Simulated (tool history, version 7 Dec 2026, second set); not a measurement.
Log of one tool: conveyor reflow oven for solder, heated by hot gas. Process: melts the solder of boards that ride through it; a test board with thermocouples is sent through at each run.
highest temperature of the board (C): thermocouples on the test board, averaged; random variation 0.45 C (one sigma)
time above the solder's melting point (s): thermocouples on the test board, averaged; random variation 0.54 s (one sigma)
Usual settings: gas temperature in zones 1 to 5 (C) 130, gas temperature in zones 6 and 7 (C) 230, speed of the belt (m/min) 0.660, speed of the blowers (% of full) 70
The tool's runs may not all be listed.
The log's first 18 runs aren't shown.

run	hour	gas temperature in zones 1 to 5 (C)	gas temperature in zones 6 and 7 (C)	speed of the belt (m/min)	speed of the blowers (% of full)	highest temperature of the board (C)	time above the solder's melting point (s)
19	567.9	130	230	0.787	70	195.0	18.7
20	609.1	130	230	0.787	70	194.6	17.7
# hour 621.4: belt drive overhauled, speed set with a stopwatch, once more
21	635.6	130	230	0.787	70	193.2	16.3
22	660.4	130	230	0.787	70	193.0	15.1
23	698.9	130	236	0.660	54	199.3	25.8
24	742.5	130	219	0.660	57	187.0	9.7
25	764.2	130	223	0.554	51	195.9	27.1
# hour 772.1: flux residue cleaned out of gas plates and filters
26	804.4	130	223	0.554	51	200.0	34.5
27	850.4	130	223	0.554	51	200.5	34.7
28	898.9	143	223	0.720	90	206.0	35.0
29	936.4	140	223	0.603	90	210.2	48.0
30	979.1	123	227	0.660	70	201.5	28.3
31	1007.8	130	230	0.660	87	209.6	39.6
32	1029.9	130	230	0.660	87	209.7	39.2

Forecast each of these 3 alternatives for the next run:
A	1055.4	130	232	0.660	70	?	?
B	1055.4	123	238	0.660	73	?	?
C	1055.4	130	243	0.660	87	?	?

run	highest temperature of the board (C)	time above the solder's melting point (s)
A	205.6	34.4
B	210.5	36.5
C	219.4	46.1
Without the tool's hidden state the same runs would have given:
run	highest temperature of the board (C)	time above the solder's melting point (s)
A	207.3	36.3
B	212.5	38.4
C	221.5	47.4
